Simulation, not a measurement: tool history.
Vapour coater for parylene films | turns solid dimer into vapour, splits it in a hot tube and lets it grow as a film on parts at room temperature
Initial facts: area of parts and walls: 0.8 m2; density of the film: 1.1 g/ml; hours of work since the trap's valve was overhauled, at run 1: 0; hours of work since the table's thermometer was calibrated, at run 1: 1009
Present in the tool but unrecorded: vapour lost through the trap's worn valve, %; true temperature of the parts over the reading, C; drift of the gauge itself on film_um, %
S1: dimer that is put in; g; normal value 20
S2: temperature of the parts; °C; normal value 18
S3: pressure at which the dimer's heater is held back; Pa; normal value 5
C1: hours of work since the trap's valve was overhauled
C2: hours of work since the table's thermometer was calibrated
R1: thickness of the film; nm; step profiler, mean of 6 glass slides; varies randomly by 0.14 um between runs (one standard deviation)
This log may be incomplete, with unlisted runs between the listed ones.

{"run": 1, "hour": 0.0, "S1": 20, "S2": 18, "S3": 5, "C1": 0, "C2": 1009, "R1": 17740}
{"run": 2, "hour": 27.9, "S1": 20, "S2": 18, "S3": 5.7, "C1": 24, "C2": 1034, "R1": 17560}
{"run": 3, "hour": 55.3, "S1": 20, "S2": 18, "S3": 5.7, "C1": 48, "C2": 1058, "R1": 17590}
{"run": 4, "hour": 80.8, "S1": 20, "S2": 12, "S3": 5, "C1": 70, "C2": 1080, "R1": 22580}
{"run": 5, "hour": 112.4, "S1": 20, "S2": 12, "S3": 5, "C1": 98, "C2": 1107, "R1": 22280}
{"run": 6, "hour": 150.5, "S1": 20, "S2": 12, "S3": 5, "C1": 131, "C2": 1141, "R1": 22390}
{"run": 7, "hour": 177.9, "S1": 20, "S2": 12, "S3": 5, "C1": 155, "C2": 1164, "R1": 22150}
{"run": 8, "hour": 197.0, "S1": 17, "S2": 14, "S3": 6.95, "C1": 172, "C2": 1181, "R1": 17170}
{"run": 9, "hour": 228.8, "S1": 16, "S2": 14, "S3": 9.38, "C1": 199, "C2": 1209, "R1": 16030}
{"run": 10, "hour": 262.2, "S1": 16, "S2": 14, "S3": 9.38, "C1": 228, "C2": 1238, "R1": 15890}
{"run": 11, "hour": 291.5, "S1": 16, "S2": 14, "S3": 9.38, "C1": 254, "C2": 1263, "R1": 15920}
{"hour": 317.8, "done": "trap's valve overhauled"}
{"run": 12, "hour": 318.3, "S1": 16, "S2": 14, "S3": 9.38, "C1": 0, "C2": 1283, "R1": 16030}
{"run": 13, "hour": 337.1, "S1": 16, "S2": 11, "S3": 7.71, "C1": 17, "C2": 1300, "R1": 17880}
{"run": 14, "hour": 364.7, "S1": 20, "S2": 17, "S3": 8.2, "C1": 41, "C2": 1324, "R1": 17690}

Hidden condition of the tool, last listed run before each entry between runs versus first listed run after:
Run 11 -> run 12: trap's valve overhauled (hour 317.8)
  vapour lost through the trap's worn valve, %: 0.4 -> 0

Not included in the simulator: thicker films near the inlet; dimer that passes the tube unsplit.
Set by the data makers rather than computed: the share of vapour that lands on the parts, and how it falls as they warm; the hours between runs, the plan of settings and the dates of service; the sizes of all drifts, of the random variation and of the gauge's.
